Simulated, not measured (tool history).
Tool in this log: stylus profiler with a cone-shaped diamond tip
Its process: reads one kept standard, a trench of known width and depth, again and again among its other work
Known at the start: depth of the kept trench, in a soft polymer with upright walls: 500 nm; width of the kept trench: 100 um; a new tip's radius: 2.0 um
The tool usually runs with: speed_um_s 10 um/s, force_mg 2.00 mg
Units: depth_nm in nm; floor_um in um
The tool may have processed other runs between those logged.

run,hour,speed_um_s,force_mg,depth_nm,floor_um
1,0.0,10,2.00,504.20,96.75
2,16.6,10,2.00,504.45,96.79
3,40.1,10,2.00,504.15,96.75
4,57.2,10,2.00,504.52,96.70
5,77.6,10,2.00,504.14,96.70
6,97.4,10,2.00,503.93,96.68
7,122.4,10,2.00,504.31,96.63
8,136.5,10,2.00,503.78,96.68
9,157.1,10,2.00,503.92,96.64
10,169.5,10,2.40,504.65,96.65
11,186.5,4,2.00,503.77,96.69
12,202.5,4,2.00,504.07,96.71
13,224.9,10,2.60,505.02,96.65
14,236.6,10,2.60,505.13,96.62
15,263.9,10,2.60,504.86,96.65
16,282.7,10,2.60,504.87,96.59
17,302.7,10,2.60,504.95,96.59
18,331.4,10,1.31,502.69,96.55
19,347.8,10,2.00,503.93,96.63
20,376.0,10,2.00,503.65,96.59
21,403.2,10,2.00,504.04,96.52
22,421.8,10,2.00,503.54,96.57
23,434.7,10,0.83,501.65,96.49
24,462.9,10,2.00,503.71,96.52
25,490.2,33,2.97,505.48,96.36
26,508.0,35,2.74,504.98,96.33
27,525.1,35,2.74,504.90,96.34
28,548.0,30,2.49,504.39,96.32
29,570.4,2,5.58,508.47,96.57
30,598.9,2,5.58,508.47,96.51
31,612.7,14,1.91,503.62,96.40
32,641.7,14,1.91,503.60,96.36

What will run 33 give?
33,663.1,14,1.91,?,?

Run 33 gave depth_nm 503.66 nm, floor_um 96.39 um.
On a tool with no hidden condition, and with the same random variation, this run would have come out at depth_nm 504.91 nm, floor_um 97.25 um.

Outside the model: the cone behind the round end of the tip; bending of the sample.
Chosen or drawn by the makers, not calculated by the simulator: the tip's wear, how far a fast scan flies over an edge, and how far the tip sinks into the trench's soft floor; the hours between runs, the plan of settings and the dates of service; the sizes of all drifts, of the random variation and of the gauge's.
